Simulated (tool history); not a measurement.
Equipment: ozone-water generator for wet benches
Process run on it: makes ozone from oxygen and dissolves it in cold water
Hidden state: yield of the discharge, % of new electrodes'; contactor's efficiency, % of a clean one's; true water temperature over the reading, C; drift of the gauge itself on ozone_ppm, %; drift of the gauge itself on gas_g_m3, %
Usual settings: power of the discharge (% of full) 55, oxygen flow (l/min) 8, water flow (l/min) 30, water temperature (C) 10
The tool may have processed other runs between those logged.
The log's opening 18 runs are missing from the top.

run    hour  power of the discharge (% of full)  oxygen flow (l/min)  water flow (l/min)  water temperature (C)  hours of work since the electrodes were changed  hours of work since the contactor was cleaned  hours of work since the thermometer was calibrated  dissolved ozone (ppm)  ozone in the gas ahead of the water (g/m3)
 19  2786.3                                  55                    8                  29                     17                                             6236                                            283                                                3104                   23.8                                       187.2
 20  2958.7                                  41                 8.28                  29                     17                                             6408                                            455                                                3276                   19.2                                       147.8
 21  3088.4                                  41                 8.28                  39                      7                                             6537                                            584                                                3405                   17.4                                       145.9
 22  3222.7                                  48                 7.97                  30                      7                                             6671                                            718                                                3538                   23.7                                       165.8
 23  3319.1                                  48                10.58                  20                      9                                             6767                                            814                                                3634                   31.3                                       149.6
 24  3468.9                                  84                 8.08                  30                      9                                             6916                                            963                                                3783                   34.6                                       249.1
 25  3602.5                                  99                 8.08                  30                      6                                             7049                                           1096                                                3916                   40.2                                       279.4
 26  3808.7                                  55                    8                  26                      5                                             7254                                           1301                                                4122                   29.2                                       182.1
 27  3931.3                                  55                12.04                  19                     10                                             7376                                           1423                                                4244                   34.1                                         154
 28  4083.8                                  55                12.04                  19                     10                                             7528                                           1575                                                4395                   33.6                                         152
 29  4258.6                                  55                12.04                  19                     10                                             7702                                           1749                                                4569                   33.3                                       153.1
 30  4387.6                                  84                  7.1                  32                     10                                             7830                                           1877                                                4698                   30.4                                       252.8
 31  4507.5                                  84                 4.83                  32                      9                                             7949                                           1996                                                4817                   27.5                                       297.1

4 options for the next run, each taken on its own from the tool as it stands now. Forecast them:
       4565  -- water thermometer calibrated
  A  4693.4                                  59                    8                  35                     10                                             8134                                           2181                                                 128                      ?                                           ?
       4565  -- water thermometer calibrated
  B  4693.4                                  97                 4.83                  25                     15                                             8134                                           2181                                                 128                      ?                                           ?
       4565  -- water thermometer calibrated
  C  4693.4                                  84                    8                  37                     10                                             8134                                           2181                                                 128                      ?                                           ?
       4565  -- water thermometer calibrated
  D  4693.4                                  74                 5.12                  30                     10                                             8134                                           2181                                                 128                      ?                                           ?

run  dissolved ozone (ppm)  ozone in the gas ahead of the water (g/m3)
  A                   22.3                                       188.7
  B                   34.9                                       321.7
  C                   27.7                                       237.6
  D                   26.9                                       262.6
Without the tool's unlogged condition, the same runs would have read:
run  dissolved ozone (ppm)  ozone in the gas ahead of the water (g/m3)
  A                   27.4                                       227.8
  B                   46.5                                       422.4
  C                   36.1                                       304.4
  D                   34.2                                       329.5
